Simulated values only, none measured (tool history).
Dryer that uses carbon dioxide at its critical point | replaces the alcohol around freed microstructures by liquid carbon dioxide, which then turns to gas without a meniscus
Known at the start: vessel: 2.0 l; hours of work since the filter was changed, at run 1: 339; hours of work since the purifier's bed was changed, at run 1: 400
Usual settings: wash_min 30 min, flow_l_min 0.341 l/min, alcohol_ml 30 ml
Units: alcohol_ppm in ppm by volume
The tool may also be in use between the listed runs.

| run | hour | wash_min | flow_l_min | alcohol_ml | hours of work since the filter was changed | hours of work since the purifier's bed was changed | alcohol_ppm |
|---|---|---|---|---|---|---|---|
| 1 | 0.0 | 30 | 0.341 | 30 | 339 | 400 | 188 |
| 2 | 12.1 | 20 | 0.341 | 30 | 348 | 409 | 755 |
| 3 | 21.1 | 30 | 0.209 | 30 | 355 | 416 | 1051 |
| 4 | 29.9 | 30 | 0.219 | 30 | 362 | 423 | 910 |
| 5 | 42.2 | 30 | 0.341 | 30 | 371 | 433 | 201 |
| 6 | 53.2 | 30 | 0.341 | 30 | 380 | 441 | 198 |
| 7 | 69.0 | 30 | 0.341 | 30 | 392 | 453 | 203 |
| 8 | 86.4 | 35 | 0.341 | 30 | 405 | 467 | 123 |
| 9 | 94.4 | 30 | 0.341 | 30 | 412 | 473 | 206 |
| 10 | 107.9 | 30 | 0.341 | 30 | 422 | 483 | 213 |
| 11 | 122.9 | 30 | 0.341 | 30 | 434 | 495 | 217 |
| 12 | 134.7 | 25 | 0.341 | 30 | 443 | 504 | 392 |
| 13 | 143.6 | 25 | 0.341 | 30 | 449 | 511 | 401 |
| 14 | 158.3 | 25 | 0.341 | 30 | 461 | 522 | 404 |
| 15 | 172.5 | 25 | 0.341 | 31 | 472 | 533 | 412 |
| 16 | 186.0 | 30 | 0.565 | 30 | 482 | 543 | 49 |
| 17 | 201.6 | 30 | 0.565 | 21 | 494 | 556 | 55 |
| 18 | 209.2 | 30 | 0.341 | 30 | 500 | 561 | 212 |
| 19 | 224.8 | 30 | 0.341 | 30 | 512 | 573 | 226 |
| 20 | 240.3 | 30 | 0.341 | 69 | 524 | 585 | 453 |
| 21 | 249.0 | 35 | 0.341 | 30 | 531 | 592 | 139 |
|  | 261.7 | inlet filter changed |
| 22 | 265.0 | 30 | 0.336 | 30 | 3 | 604 | 199 |
| 23 | 279.0 | 30 | 0.336 | 30 | 13 | 614 | 201 |
| 24 | 287.0 | 37 | 0.301 | 40 | 19 | 621 | 170 |
| 25 | 301.2 | 19 | 0.315 | 34 | 30 | 632 | 1109 |
| 26 | 309.8 | 24 | 0.236 | 23 | 37 | 638 | 931 |
| 27 | 324.2 | 24 | 0.236 | 23 | 48 | 649 | 935 |
| 28 | 336.2 | 24 | 0.236 | 23 | 57 | 659 | 960 |
| 29 | 343.8 | 22 | 0.209 | 81 | 63 | 664 | 5309 |
| 30 | 352.8 | 20 | 0.307 | 52 | 70 | 671 | 1571 |
| 31 | 364.3 | 20 | 0.307 | 52 | 79 | 680 | 1559 |
| 32 | 381.9 | 20 | 0.307 | 52 | 93 | 694 | 1572 |
| 33 | 393.4 | 30 | 0.341 | 35 | 102 | 703 | 219 |
| 34 | 409.8 | 30 | 0.579 | 36 | 114 | 715 | 62 |
| 35 | 419.3 | 30 | 0.579 | 36 | 122 | 723 | 76 |
| 36 | 432.9 | 34 | 0.426 | 116 | 132 | 733 | 144 |
| 37 | 446.9 | 26 | 0.496 | 116 | 143 | 744 | 201 |
| 38 | 460.3 | 30 | 0.335 | 26 | 153 | 754 | 196 |
| 39 | 467.8 | 30 | 0.335 | 26 | 159 | 760 | 186 |
| 40 | 479.2 | 30 | 0.414 | 30 | 168 | 769 | 129 |
| 41 | 490.7 | 32 | 0.319 | 48 | 177 | 778 | 292 |
| 42 | 505.7 | 32 | 0.523 | 48 | 188 | 789 | 82 |
| 43 | 516.2 | 35 | 0.292 | 30 | 196 | 797 | 208 |
| 44 | 531.5 | 30 | 0.240 | 89 | 208 | 809 | 1856 |
| 45 | 540.5 | 30 | 0.240 | 89 | 215 | 816 | 1902 |

Forecast each of these 4 alternatives for the next run:
| A | 557.5 | 19 | 0.240 | 89 | 228 | 829 | ? |
| B | 557.5 | 23 | 0.555 | 54 | 228 | 829 | ? |
| C | 557.5 | 33 | 0.249 | 99 | 228 | 829 | ? |
| D | 557.5 | 20 | 0.479 | 89 | 228 | 829 | ? |

| run | alcohol_ppm |
|---|---|
| A | 5940 |
| B | 148 |
| C | 1374 |
| D | 600 |
Without the tool's hidden state the same runs would have given:
| run | alcohol_ppm |
|---|---|
| A | 5496 |
| B | 68 |
| C | 1159 |
| D | 459 |

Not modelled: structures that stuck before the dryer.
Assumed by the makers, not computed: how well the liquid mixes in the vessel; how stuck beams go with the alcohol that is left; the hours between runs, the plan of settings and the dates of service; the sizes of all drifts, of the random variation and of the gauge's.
